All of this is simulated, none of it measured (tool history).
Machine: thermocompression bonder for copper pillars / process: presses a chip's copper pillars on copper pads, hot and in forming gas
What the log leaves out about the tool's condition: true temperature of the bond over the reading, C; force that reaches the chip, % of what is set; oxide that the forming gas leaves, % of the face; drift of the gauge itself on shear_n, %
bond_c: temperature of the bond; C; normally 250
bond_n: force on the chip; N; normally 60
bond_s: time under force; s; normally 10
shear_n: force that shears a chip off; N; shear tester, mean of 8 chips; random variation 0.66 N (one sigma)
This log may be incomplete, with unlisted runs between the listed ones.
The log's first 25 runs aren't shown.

run	hour	bond_c	bond_n	bond_s	hours of work since the heater was calibrated	hours of work since the force cell was calibrated	hours of work since the gas filter was changed	shear_n
# hour 960.6: forming gas filter changed
26	982.5	232	65	17	313	200	15	46.9
27	1008.3	261	47	14	331	218	33	41.7
28	1036.1	261	58	8	350	237	52	42.0
29	1085.9	261	58	8	384	272	86	40.3
30	1119.6	250	60	11	407	295	109	43.3
31	1143.3	278	40	14	424	311	126	39.1
32	1185.9	239	36	10	453	340	155	19.2
33	1230.8	260	58	10	484	371	186	42.0
34	1270.0	260	58	10	511	398	213	41.5
# hour 1313.4: forming gas filter changed
35	1313.4	240	59	6	540	428	0	30.9
36	1354.9	238	46	10	569	456	29	27.7
37	1408.0	240	60	20	605	493	65	47.7
38	1457.8	250	59	16	640	527	99	46.9
39	1510.5	262	61	10	676	563	136	44.5
40	1545.5	273	76	10	700	587	160	59.4

Below are 3 alternative next runs, each starting from the tool's condition after run 40. Predict each:
A	1588.3	237	54	10	729	617	189	?
B	1588.3	273	76	6	729	617	189	?
C	1588.3	279	41	14	729	617	189	?

run	shear_n
A	30.1
B	49.3
C	39.6
Had the tool no hidden state, the same runs would have come out as:
run	shear_n
A	33.6
B	54.4
C	43.6

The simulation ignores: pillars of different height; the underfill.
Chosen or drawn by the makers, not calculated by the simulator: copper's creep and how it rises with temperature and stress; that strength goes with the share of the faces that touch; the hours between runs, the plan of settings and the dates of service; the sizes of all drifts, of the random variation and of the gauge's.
